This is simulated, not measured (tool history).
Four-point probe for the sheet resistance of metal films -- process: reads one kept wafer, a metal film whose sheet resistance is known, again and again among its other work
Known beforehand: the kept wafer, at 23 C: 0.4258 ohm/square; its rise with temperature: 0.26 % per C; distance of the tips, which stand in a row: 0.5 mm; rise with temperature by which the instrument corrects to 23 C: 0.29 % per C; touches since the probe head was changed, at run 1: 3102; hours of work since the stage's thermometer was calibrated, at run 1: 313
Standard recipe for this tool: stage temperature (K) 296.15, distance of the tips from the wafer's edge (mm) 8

run   hour  stage temperature (K)  distance of the tips from the wafer's edge (mm)  touches since the probe head was changed  hours of work since the stage's thermometer was calibrated  sheet resistance as the instrument gives it (ohm/square)
  1    0.0                 296.15                                                8                                      3102                                                         313                                                  0.426733
  2    7.2                 298.15                                                8                                      3289                                                         318                                                  0.426445
  3   16.0                 296.15                                                8                                      3516                                                         324                                                  0.426736
  4   30.0                 296.15                                                8                                      3877                                                         333                                                  0.426778
  5   44.7                 296.15                                                8                                      4258                                                         343                                                  0.426617
  6   56.5                 296.15                                                8                                      4561                                                         351                                                  0.426755
  7   66.4                 296.15                                                8                                      4817                                                         358                                                  0.426815
  8   78.9                 296.15                                                8                                      5143                                                         366                                                  0.426738
  9   92.5                 305.15                                                8                                      5494                                                         375                                                  0.425650
 10  102.4                 296.15                                               43                                      5749                                                         382                                                  0.425833
 11  112.4                 303.15                                                8                                      6007                                                         388                                                  0.425865
 12  122.8                 303.15                                                8                                      6275                                                         395                                                  0.426030
 13  136.7                 303.15                                                8                                      6634                                                         405                                                  0.425825
 14  148.3                 296.15                                               57                                      6935                                                         413                                                  0.425834
 15  158.4                 303.15                                               20                                      7195                                                         419                                                  0.425079
 16  169.1                 303.15                                               20                                      7473                                                         427                                                  0.425311

What does the tool deliver on the next run?
 17  179.8                 303.15                                               20                                      7749                                                         434                                                         ?

For run 17 the tool returned sheet resistance as the instrument gives it (ohm/square) 0.425098.
Without the tool's hidden state the same run would have given sheet resistance as the instrument gives it (ohm/square) 0.425098.
